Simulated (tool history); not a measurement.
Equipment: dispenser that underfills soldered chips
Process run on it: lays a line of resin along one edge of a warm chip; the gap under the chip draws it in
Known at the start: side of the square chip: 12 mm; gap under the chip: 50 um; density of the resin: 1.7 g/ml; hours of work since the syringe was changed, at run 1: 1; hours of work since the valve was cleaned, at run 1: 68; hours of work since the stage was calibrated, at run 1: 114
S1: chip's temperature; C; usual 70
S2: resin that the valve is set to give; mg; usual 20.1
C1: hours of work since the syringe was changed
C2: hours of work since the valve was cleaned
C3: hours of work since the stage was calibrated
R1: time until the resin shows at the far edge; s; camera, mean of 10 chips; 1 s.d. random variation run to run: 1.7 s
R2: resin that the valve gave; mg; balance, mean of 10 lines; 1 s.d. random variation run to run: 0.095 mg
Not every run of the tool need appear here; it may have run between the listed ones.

{"run": 1, "hour": 0.0, "S1": 70, "S2": 20.1, "C1": 1, "C2": 68, "C3": 114, "R1": 181.5, "R2": 19.06}
{"run": 2, "hour": 5.5, "S1": 70, "S2": 20.1, "C1": 4, "C2": 72, "C3": 118, "R1": 247.7, "R2": 19.0}
{"run": 3, "hour": 10.2, "S1": 70, "S2": 22.1, "C1": 7, "C2": 75, "C3": 121, "R1": 308.9, "R2": 20.82}
{"hour": 12.5, "done": "new syringe of resin"}
{"run": 4, "hour": 15.0, "S1": 58, "S2": 20.1, "C1": 2, "C2": 77, "C3": 123, "R1": 316.7, "R2": 18.86}
{"run": 5, "hour": 21.9, "S1": 62, "S2": 20.1, "C1": 6, "C2": 82, "C3": 128, "R1": 381.0, "R2": 18.85}
{"run": 6, "hour": 24.8, "S1": 70, "S2": 20.1, "C1": 8, "C2": 84, "C3": 130, "R1": 324.5, "R2": 18.99}
{"hour": 26.3, "done": "new syringe of resin"}
{"run": 7, "hour": 30.2, "S1": 70, "S2": 20.1, "C1": 2, "C2": 87, "C3": 133, "R1": 213.0, "R2": 18.83}
{"run": 8, "hour": 37.0, "S1": 70, "S2": 20.1, "C1": 7, "C2": 91, "C3": 137, "R1": 298.2, "R2": 18.67}
{"hour": 40.4, "done": "new syringe of resin"}
{"run": 9, "hour": 40.9, "S1": 70, "S2": 20.1, "C1": 0, "C2": 93, "C3": 139, "R1": 181.0, "R2": 18.63}
{"run": 10, "hour": 44.6, "S1": 70, "S2": 20.1, "C1": 3, "C2": 96, "C3": 142, "R1": 217.7, "R2": 18.59}
{"run": 11, "hour": 49.8, "S1": 70, "S2": 20.1, "C1": 6, "C2": 99, "C3": 145, "R1": 281.4, "R2": 18.59}
{"run": 12, "hour": 52.8, "S1": 70, "S2": 20.1, "C1": 8, "C2": 101, "C3": 147, "R1": 332.8, "R2": 18.66}
{"hour": 54.3, "done": "new syringe of resin"}
{"run": 13, "hour": 60.2, "S1": 70, "S2": 20.1, "C1": 4, "C2": 105, "C3": 151, "R1": 238.9, "R2": 18.64}
{"run": 14, "hour": 64.9, "S1": 70, "S2": 20.1, "C1": 7, "C2": 108, "C3": 154, "R1": 302.4, "R2": 18.52}
{"hour": 67.9, "done": "new syringe of resin"}
{"run": 15, "hour": 69.8, "S1": 74, "S2": 20.1, "C1": 1, "C2": 111, "C3": 157, "R1": 170.5, "R2": 18.5}
{"run": 16, "hour": 75.1, "S1": 70, "S2": 20.1, "C1": 5, "C2": 115, "C3": 161, "R1": 256.2, "R2": 18.45}
{"hour": 81.7, "done": "new syringe of resin"}
{"run": 17, "hour": 81.7, "S1": 70, "S2": 20.1, "C1": 0, "C2": 118, "C3": 164, "R1": 175.9, "R2": 18.34}
{"run": 18, "hour": 86.0, "S1": 70, "S2": 20.1, "C1": 3, "C2": 121, "C3": 167, "R1": 218.3, "R2": 18.37}
{"run": 19, "hour": 90.1, "S1": 70, "S2": 21.6, "C1": 5, "C2": 124, "C3": 170, "R1": 263.6, "R2": 19.74}
{"run": 20, "hour": 94.6, "S1": 59, "S2": 21.8, "C1": 8, "C2": 127, "C3": 173, "R1": 511.3, "R2": 19.83}
{"hour": 95.5, "done": "new syringe of resin"}
{"run": 21, "hour": 99.1, "S1": 57, "S2": 23.3, "C1": 2, "C2": 129, "C3": 175, "R1": 345.9, "R2": 21.3}
{"run": 22, "hour": 106.0, "S1": 67, "S2": 17.5, "C1": 7, "C2": 134, "C3": 180, "R1": 348.9, "R2": 15.86}
{"hour": 107.5, "done": "dispensing valve cleaned and set on the balance"}
{"hour": 110.4, "done": "new syringe of resin"}
{"run": 23, "hour": 110.4, "S1": 80, "S2": 21.2, "C1": 0, "C2": 2, "C3": 181, "R1": 121.3, "R2": 21.11}
{"run": 24, "hour": 117.5, "S1": 80, "S2": 21.2, "C1": 4, "C2": 6, "C3": 186, "R1": 170.6, "R2": 21.01}
{"hour": 124.1, "done": "new syringe of resin"}
{"run": 25, "hour": 124.1, "S1": 80, "S2": 21.2, "C1": 0, "C2": 10, "C3": 190, "R1": 124.3, "R2": 21.02}
{"run": 26, "hour": 129.7, "S1": 80, "S2": 21.2, "C1": 4, "C2": 14, "C3": 193, "R1": 160.4, "R2": 21.0}
{"run": 27, "hour": 133.2, "S1": 72, "S2": 21.2, "C1": 6, "C2": 16, "C3": 196, "R1": 249.1, "R2": 20.87}
{"run": 28, "hour": 136.9, "S1": 72, "S2": 18.4, "C1": 8, "C2": 18, "C3": 198, "R1": 319.1, "R2": 18.34}
{"hour": 138.0, "done": "new syringe of resin"}
{"run": 29, "hour": 142.0, "S1": 80, "S2": 25.7, "C1": 2, "C2": 21, "C3": 201, "R1": 146.9, "R2": 25.46}
{"run": 30, "hour": 147.8, "S1": 75, "S2": 21.0, "C1": 6, "C2": 25, "C3": 205, "R1": 242.4, "R2": 20.61}
{"hour": 151.8, "done": "new syringe of resin"}
{"run": 31, "hour": 154.9, "S1": 59, "S2": 17.6, "C1": 2, "C2": 29, "C3": 209, "R1": 313.4, "R2": 17.19}
{"run": 32, "hour": 158.1, "S1": 66, "S2": 20.9, "C1": 4, "C2": 31, "C3": 211, "R1": 278.6, "R2": 20.52}
{"run": 33, "hour": 164.6, "S1": 64, "S2": 19.0, "C1": 8, "C2": 35, "C3": 215, "R1": 429.7, "R2": 18.53}
{"hour": 165.8, "done": "new syringe of resin"}
{"run": 34, "hour": 169.0, "S1": 72, "S2": 21.3, "C1": 2, "C2": 38, "C3": 218, "R1": 194.7, "R2": 20.51}
{"run": 35, "hour": 172.7, "S1": 58, "S2": 19.3, "C1": 4, "C2": 40, "C3": 220, "R1": 402.3, "R2": 18.82}

Consider 4 possible next runs. They are alternatives, not a sequence: every one starts from the tool as it was left by run 35. What does each give?
{"run": "A", "hour": 176.9, "S1": 61, "S2": 19.3, "C1": 7, "C2": 43, "C3": 223, "R1": "?", "R2": "?"}
{"run": "B", "hour": 176.9, "S1": 81, "S2": 20.1, "C1": 7, "C2": 43, "C3": 223, "R1": "?", "R2": "?"}
{"run": "C", "hour": 176.9, "S1": 73, "S2": 20.5, "C1": 7, "C2": 43, "C3": 223, "R1": "?", "R2": "?"}
{"run": "D", "hour": 176.9, "S1": 70, "S2": 21.8, "C1": 7, "C2": 43, "C3": 223, "R1": "?", "R2": "?"}

run=A R1=443.3 R2=18.68
run=B R1=209.9 R2=19.51
run=C R1=276.5 R2=19.72
run=D R1=313.6 R2=21.12
Had the tool no hidden state, the same runs would have come out as:
run=A R1=236.3 R2=19.23
run=B R1=112.6 R2=20.09
run=C R1=148.4 R2=20.31
run=D R1=168.1 R2=21.75
